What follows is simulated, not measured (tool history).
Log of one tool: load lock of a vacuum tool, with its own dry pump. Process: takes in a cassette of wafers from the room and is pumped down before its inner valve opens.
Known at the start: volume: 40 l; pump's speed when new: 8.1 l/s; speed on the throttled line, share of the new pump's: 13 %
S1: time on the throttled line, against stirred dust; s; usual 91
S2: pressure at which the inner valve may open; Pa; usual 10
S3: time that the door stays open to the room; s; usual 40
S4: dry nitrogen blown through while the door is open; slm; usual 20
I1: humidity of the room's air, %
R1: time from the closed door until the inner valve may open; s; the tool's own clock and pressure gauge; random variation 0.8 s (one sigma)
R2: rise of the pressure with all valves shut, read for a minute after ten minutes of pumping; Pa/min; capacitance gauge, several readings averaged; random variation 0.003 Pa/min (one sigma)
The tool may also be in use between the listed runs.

run 1 hour=0.0 | S1=91 S2=10 S3=40 S4=20 | I1=44.0 | R1=129.0 R2=0.045
run 2 hour=292.6 | S1=91 S2=10 S3=40 S4=10 | I1=45.9 | R1=127.9 R2=0.050
run 3 hour=685.4 | S1=91 S2=10 S3=40 S4=10 | I1=44.8 | R1=129.1 R2=0.052
run 4 hour=1038.6 | S1=91 S2=10 S3=40 S4=10 | I1=45.2 | R1=129.6 R2=0.053
run 5 hour=1342.6 | S1=108 S2=10 S3=40 S4=20 | I1=47.4 | R1=144.4 R2=0.057
run 6 hour=1839.0 | S1=108 S2=10 S3=40 S4=20 | I1=45.7 | R1=144.1 R2=0.055
run 7 hour=2144.8 | S1=108 S2=10 S3=40 S4=20 | I1=42.8 | R1=143.8 R2=0.063
run 8 hour=2431.5 | S1=108 S2=10 S3=40 S4=20 | I1=50.7 | R1=143.7 R2=0.058
run 9 hour=2711.8 | S1=91 S2=10 S3=40 S4=20 | I1=43.5 | R1=130.7 R2=0.055
run 10 hour=2991.5 | S1=91 S2=10 S3=40 S4=20 | I1=47.2 | R1=130.8 R2=0.055
run 11 hour=3259.9 | S1=103 S2=10 S3=40 S4=20 | I1=45.8 | R1=139.5 R2=0.063
run 12 hour=3719.8 | S1=103 S2=10 S3=40 S4=20 | I1=44.0 | R1=142.2 R2=0.061
run 13 hour=4204.7 | S1=103 S2=10 S3=40 S4=20 | I1=43.7 | R1=141.3 R2=0.065
run 14 hour=4514.8 | S1=91 S2=12 S3=40 S4=20 | I1=48.5 | R1=129.3 R2=0.068
run 15 hour=4918.0 | S1=91 S2=12 S3=40 S4=20 | I1=46.4 | R1=129.5 R2=0.068
run 16 hour=5225.5 | S1=91 S2=11 S3=40 S4=20 | I1=43.0 | R1=132.1 R2=0.077
run 17 hour=5578.7 | S1=91 S2=11 S3=40 S4=20 | I1=44.0 | R1=131.9 R2=0.074
run 18 hour=6087.8 | S1=91 S2=11 S3=40 S4=20 | I1=47.2 | R1=132.9 R2=0.076
run 19 hour=6415.6 | S1=91 S2=11 S3=40 S4=20 | I1=45.4 | R1=131.6 R2=0.077
run 20 hour=6912.8 | S1=66 S2=10 S3=40 S4=20 | I1=46.4 | R1=110.6 R2=0.077
run 21 hour=7201.9 | S1=66 S2=11 S3=40 S4=20 | I1=44.3 | R1=110.8 R2=0.083
run 22 hour=7487.5 | S1=102 S2=10 S3=53 S4=5 | I1=42.5 | R1=141.6 R2=0.099
run 23 hour=7821.7 | S1=102 S2=10 S3=53 S4=5 | I1=42.8 | R1=142.2 R2=0.101
run 24 hour=8148.9 | S1=102 S2=10 S3=53 S4=5 | I1=45.0 | R1=143.4 R2=0.104
run 25 hour=8647.6 | S1=102 S2=10 S3=64 S4=9 | I1=46.3 | R1=142.9 R2=0.105
run 26 hour=8915.3 | S1=102 S2=10 S3=113 S4=33 | I1=43.0 | R1=143.2 R2=0.102
run 27 hour=9278.2 | S1=102 S2=10 S3=113 S4=33 | I1=43.4 | R1=144.6 R2=0.108
run 28 hour=9734.5 | S1=133 S2=10 S3=113 S4=33 | I1=48.0 | R1=168.4 R2=0.115
run 29 hour=10203.6 | S1=133 S2=10 S3=113 S4=33 | I1=44.9 | R1=168.2 R2=0.119
run 30 hour=10690.5 | S1=133 S2=10 S3=113 S4=33 | I1=42.3 | R1=171.6 R2=0.120
run 31 hour=10987.4 | S1=133 S2=10 S3=113 S4=33 | I1=47.6 | R1=169.4 R2=0.126
run 32 hour=11366.3 | S1=91 S2=8 S3=40 S4=17 | I1=44.7 | R1=137.3 R2=0.108
run 33 hour=11592.2 | S1=91 S2=8 S3=30 S4=28 | I1=46.4 | R1=135.9 R2=0.102
run 34 hour=11827.3 | S1=161 S2=14 S3=181 S4=24 | I1=46.4 | R1=191.9 R2=0.142
run 35 hour=12155.3 | S1=161 S2=14 S3=181 S4=24 | I1=43.6 | R1=190.7 R2=0.149
-- hour=12580.9 dry pump taken out, an overhauled one fitted
run 36 hour=12675.4 | S1=97 S2=12 S3=32 S4=10 | I1=42.8 | R1=128.8 R2=0.125

Forecast each of these 5 alternatives for the next run:
run A hour=13056.0 | S1=97 S2=10 S3=88 S4=10 | I1=45.6 | R1=? R2=?
run B hour=13056.0 | S1=87 S2=10 S3=118 S4=9 | I1=44.7 | R1=? R2=?
run C hour=13056.0 | S1=125 S2=10 S3=162 S4=16 | I1=45.1 | R1=? R2=?
run D hour=13056.0 | S1=91 S2=10 S3=35 S4=20 | I1=43.3 | R1=? R2=?
run E hour=13056.0 | S1=97 S2=11 S3=32 S4=10 | I1=44.2 | R1=? R2=?

run=A R1=129.8 R2=0.148
run=B R1=119.2 R2=0.151
run=C R1=154.3 R2=0.156
run=D R1=125.3 R2=0.122
run=E R1=128.4 R2=0.123
Without the tool's hidden state the same runs would have given:
run=A R1=129.7 R2=0.040
run=B R1=119.1 R2=0.045
run=C R1=154.2 R2=0.049
run=D R1=125.2 R2=0.015
run=E R1=128.3 R2=0.015
